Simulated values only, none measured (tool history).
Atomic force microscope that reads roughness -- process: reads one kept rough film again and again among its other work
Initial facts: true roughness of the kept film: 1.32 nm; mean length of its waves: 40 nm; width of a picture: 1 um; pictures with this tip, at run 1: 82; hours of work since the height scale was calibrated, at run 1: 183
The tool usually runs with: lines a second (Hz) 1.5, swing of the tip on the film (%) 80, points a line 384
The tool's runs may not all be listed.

run	hour	lines a second (Hz)	swing of the tip on the film (%)	points a line	pictures with this tip	hours of work since the height scale was calibrated	roughness of the kept film (nm (root mean square))
1	0	1.5	80	384	82	183	1.213
# hour 4.4: new tip fitted
2	13.9	1.89	80	384	10	191	1.177
3	30.5	1.5	80	384	28	200	1.207
4	54.5	1.5	80	384	54	214	1.2
5	70.7	1.5	80	384	71	223	1.211
# hour 84.3: new tip fitted
6	89.8	1.5	80	384	5	233	1.217
7	113.6	1.5	80	384	31	246	1.201
8	129.9	1.5	80	384	49	256	1.217
9	141	1.5	80	384	61	262	1.195
10	151.7	1.5	80	384	72	268	1.206
# hour 162.8: new tip fitted
11	169.7	1.5	59	384	7	278	1.256
12	182.9	1.5	59	384	21	285	1.251
13	208.5	1.5	59	384	49	299	1.237
14	228.9	1.5	59	384	71	311	1.24
# hour 242.1: new tip fitted
15	248.3	1.5	59	384	6	321	1.264
16	261.9	1.5	80	384	21	329	1.202
17	277	1.5	80	384	37	337	1.198
18	299	1.5	80	384	61	350	1.201
# hour 320.7: new tip fitted
19	324.5	1.5	80	384	4	364	1.208
20	348.6	1.5	80	384	30	377	1.206
21	372.1	1.23	70	384	56	390	1.242
22	385.8	3.33	62	551	70	398	1.214
# hour 400.2: new tip fitted
23	409.5	3.33	62	551	10	411	1.226
24	424.6	3.33	62	551	27	419	1.22
25	444.1	3.33	72	596	48	430	1.179
26	466.9	3.33	72	596	72	443	1.19
# hour 478.3: new tip fitted
27	484	1.98	63	384	6	452	1.237
28	505.4	0.54	87	1017	29	464	1.254
29	526.5	1.39	87	374	52	476	1.191
30	545.6	2.31	87	1020	73	487	1.152
# hour 556.8: new tip fitted
31	562.4	2.31	87	1020	6	496	1.151
32	585.8	2.31	87	1020	32	509	1.133
33	602.1	2.31	87	1020	49	518	1.147
34	613.1	1.7	87	448	61	524	1.177
# hour 635.2: new tip fitted
35	638.3	1.86	69	264	3	538	1.216
36	651	0.7	75	384	17	545	1.245
37	676.4	0.7	75	384	44	559	1.258
38	697.6	0.54	80	689	67	571	1.256
# hour 713.4: new tip fitted
39	717.6	0.54	80	689	4	582	1.248

What differs in the tool's unlogged condition from the final listed run ahead of each entry between runs to the first listed run following it?
Logged between run 1 and run 2: new tip fitted (hour 4.4)
  radius of the tip, nm: 11 -> 10.1
Logged between run 5 and run 6: new tip fitted (hour 84.3)
  radius of the tip, nm: 11 -> 10.1
Logged between run 10 and run 11: new tip fitted (hour 162.8)
  radius of the tip, nm: 11.1 -> 10.1
Logged between run 14 and run 15: new tip fitted (hour 242.1)
  radius of the tip, nm: 11 -> 10.1
Logged between run 18 and run 19: new tip fitted (hour 320.7)
  radius of the tip, nm: 10.9 -> 10.1
Logged between run 22 and run 23: new tip fitted (hour 400.2)
  radius of the tip, nm: 11 -> 10.2
Logged between run 26 and run 27: new tip fitted (hour 478.3)
  radius of the tip, nm: 11 -> 10.1
Logged between run 30 and run 31: new tip fitted (hour 556.8)
  radius of the tip, nm: 11.1 -> 10.1
Logged between run 34 and run 35: new tip fitted (hour 635.2)
  radius of the tip, nm: 10.8 -> 10.1
Logged between run 38 and run 39: new tip fitted (hour 713.4)
  radius of the tip, nm: 11 -> 10.1
